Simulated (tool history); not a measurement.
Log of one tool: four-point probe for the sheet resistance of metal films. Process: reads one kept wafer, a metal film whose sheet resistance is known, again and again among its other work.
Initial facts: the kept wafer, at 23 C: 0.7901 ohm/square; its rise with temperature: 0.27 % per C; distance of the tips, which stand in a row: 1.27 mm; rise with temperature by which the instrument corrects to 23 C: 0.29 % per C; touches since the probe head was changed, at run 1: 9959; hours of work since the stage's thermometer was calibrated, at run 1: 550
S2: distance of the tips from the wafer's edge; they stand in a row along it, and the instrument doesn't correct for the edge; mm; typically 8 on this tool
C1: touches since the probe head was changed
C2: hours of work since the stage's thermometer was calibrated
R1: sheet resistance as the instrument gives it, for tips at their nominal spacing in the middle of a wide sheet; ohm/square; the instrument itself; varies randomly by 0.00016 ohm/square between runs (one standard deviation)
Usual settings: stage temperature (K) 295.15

Run 1, hour 0: usual settings; C1 9959; C2 550. Result: R1 0.805226 ohm/square.
Run 2, hour 13: usual settings; C1 10519; C2 557. Result: R1 0.805408 ohm/square.
Run 3, hour 36.6: usual settings; C1 11534; C2 570. Result: R1 0.805689 ohm/square.
Run 4, hour 62.6: usual settings; C1 12650; C2 584. Result: R1 0.805734 ohm/square.
Run 5, hour 77.5: usual settings but S2 5 mm; C1 13295; C2 592. Result: R1 0.821683 ohm/square.
Run 6, hour 102.1: usual settings but S2 41 mm; C1 14350; C2 606. Result: R1 0.795533 ohm/square.
Run 7, hour 130.4: usual settings but S2 41 mm; C1 15570; C2 622. Result: R1 0.795712 ohm/square.
Run 8, hour 149: usual settings but S2 41 mm; C1 16368; C2 632. Result: R1 0.796289 ohm/square.
Run 9, hour 167.1: usual settings but S2 41 mm; C1 17149; C2 642. Result: R1 0.796474 ohm/square.
Run 10, hour 186.1: usual settings but S2 41 mm; C1 17966; C2 652. Result: R1 0.796396 ohm/square.
Run 11, hour 207: usual settings but S2 41 mm; C1 18865; C2 664. Result: R1 0.796748 ohm/square.
Run 12, hour 220.8: usual settings but S2 27 mm; C1 19461; C2 672. Result: R1 0.797522 ohm/square.
Run 13, hour 243: usual settings but S2 27 mm; C1 20415; C2 684. Result: R1 0.797415 ohm/square.
Run 14, hour 266.5: usual settings but S2 27 mm; C1 21426; C2 697. Result: R1 0.79771 ohm/square.
Run 15, hour 289.8: usual settings but S2 27 mm; C1 22427; C2 710. Result: R1 0.797874 ohm/square.
Run 16, hour 305.3: usual settings but S2 27 mm; C1 23094; C2 718. Result: R1 0.797838 ohm/square.
Run 17, hour 322.9: usual settings but stage temperature (K) 293.15; C1 23851; C2 728. Result: R1 0.8085 ohm/square.
Run 18, hour 338.4: usual settings but stage temperature (K) 293.15, S2 67 mm; C1 24520; C2 737. Result: R1 0.797801 ohm/square.
Run 19, hour 363.1: usual settings but stage temperature (K) 293.15, S2 67 mm; C1 25581; C2 750. Result: R1 0.797884 ohm/square.
Run 20, hour 381.3: usual settings but stage temperature (K) 293.15, S2 67 mm; C1 26367; C2 760. Result: R1 0.798345 ohm/square.
Run 21, hour 408.9: usual settings but stage temperature (K) 293.15, S2 67 mm; C1 27555; C2 775. Result: R1 0.798232 ohm/square.
Run 22, hour 439: usual settings but stage temperature (K) 299.15; C1 28850; C2 792. Result: R1 0.807834 ohm/square.
Run 23, hour 461.9: usual settings but stage temperature (K) 304.15; C1 29834; C2 805. Result: R1 0.807439 ohm/square.
Run 24, hour 478.2: usual settings but stage temperature (K) 298.15; C1 30537; C2 814. Result: R1 0.808516 ohm/square.
Run 25, hour 498.9: usual settings but stage temperature (K) 298.15; C1 31428; C2 825. Result: R1 0.808851 ohm/square.
Run 26, hour 519.6: usual settings but stage temperature (K) 303.15, S2 22 mm; C1 32316; C2 837. Result: R1 0.798867 ohm/square.
Run 27, hour 533.8: usual settings but stage temperature (K) 293.15, S2 65 mm; C1 32927; C2 844. Result: R1 0.799229 ohm/square.
Run 28, hour 551.2: usual settings but stage temperature (K) 301.15, S2 3 mm; C1 33677; C2 854. Result: R1 0.867077 ohm/square.
Run 29, hour 573.4: usual settings but stage temperature (K) 301.15, S2 4 mm; C1 34634; C2 866. Result: R1 0.839109 ohm/square.
At hour 576.4: stage's thermometer calibrated.
Run 30, hour 586.5: usual settings but stage temperature (K) 305.15, S2 74 mm; C1 35173; C2 6. Result: R1 0.798115 ohm/square.
Run 31, hour 599.2: usual settings but stage temperature (K) 293.15, S2 10 mm; C1 35721; C2 13. Result: R1 0.806717 ohm/square.
Run 32, hour 618.3: usual settings but stage temperature (K) 297.15, S2 4 mm; C1 36542; C2 23. Result: R1 0.840537 ohm/square.
Run 33, hour 633.6: usual settings but stage temperature (K) 297.15, S2 4 mm; C1 37199; C2 32. Result: R1 0.840572 ohm/square.
Run 34, hour 651.6: usual settings but stage temperature (K) 307.15, S2 20 mm; C1 37974; C2 42. Result: R1 0.799864 ohm/square.
Run 35, hour 679.4: usual settings but stage temperature (K) 307.15, S2 12 mm; C1 39172; C2 57. Result: R1 0.802965 ohm/square.
Run 36, hour 707.2: usual settings but stage temperature (K) 307.15, S2 12 mm; C1 40368; C2 72. Result: R1 0.803099 ohm/square.
Run 37, hour 735.6: usual settings but stage temperature (K) 307.15, S2 12 mm; C1 41588; C2 88. Result: R1 0.803288 ohm/square.
At hour 744.2: stage's thermometer calibrated, once more.
Run 38, hour 762: usual settings but stage temperature (K) 296.15, S2 26 mm; C1 42706; C2 10. Result: R1 0.800592 ohm/square.
Run 39, hour 787.3: usual settings but stage temperature (K) 291.15, S2 22 mm; C1 43793; C2 24. Result: R1 0.802262 ohm/square.
Run 40, hour 807.2: usual settings but stage temperature (K) 297.15, S2 5 mm; C1 44648; C2 35. Result: R1 0.826332 ohm/square.
Run 41, hour 822.8: usual settings but stage temperature (K) 298.15, S2 4 mm; C1 45320; C2 43. Result: R1 0.840673 ohm/square.
Run 42, hour 841.1: usual settings but stage temperature (K) 300.15, S2 22 mm; C1 46107; C2 54. Result: R1 0.800987 ohm/square.
Run 43, hour 854.9: usual settings but stage temperature (K) 301.15, S2 6 mm; C1 46699; C2 61. Result: R1 0.818127 ohm/square.
Run 44, hour 874.8: usual settings but stage temperature (K) 301.15, S2 6 mm; C1 47556; C2 72. Result: R1 0.818453 ohm/square.

Hidden state at the last listed run before each entry between runs and at the first one after, where it differs:
Between runs 29 and 30: stage's thermometer calibrated (hour 576.4)
  inner tips' distance over the nominal, %: 0.948 -> 0.959; tips' flats over new ones', %: 42 -> 43; wafer's true temperature over the reading, C: 0.32 -> 0.43
  measured less the result without the state, R1: +0.009182 -> +0.009081 ohm/square
Between runs 37 and 38: stage's thermometer calibrated, once more (hour 744.2)
  inner tips' distance over the nominal, %: 1.09 -> 1.111; tips' flats over new ones', %: 50 -> 52; wafer's true temperature over the reading, C: 0.45 -> -0.01
  measured less the result without the state, R1: +0.010301 -> +0.009512 ohm/square
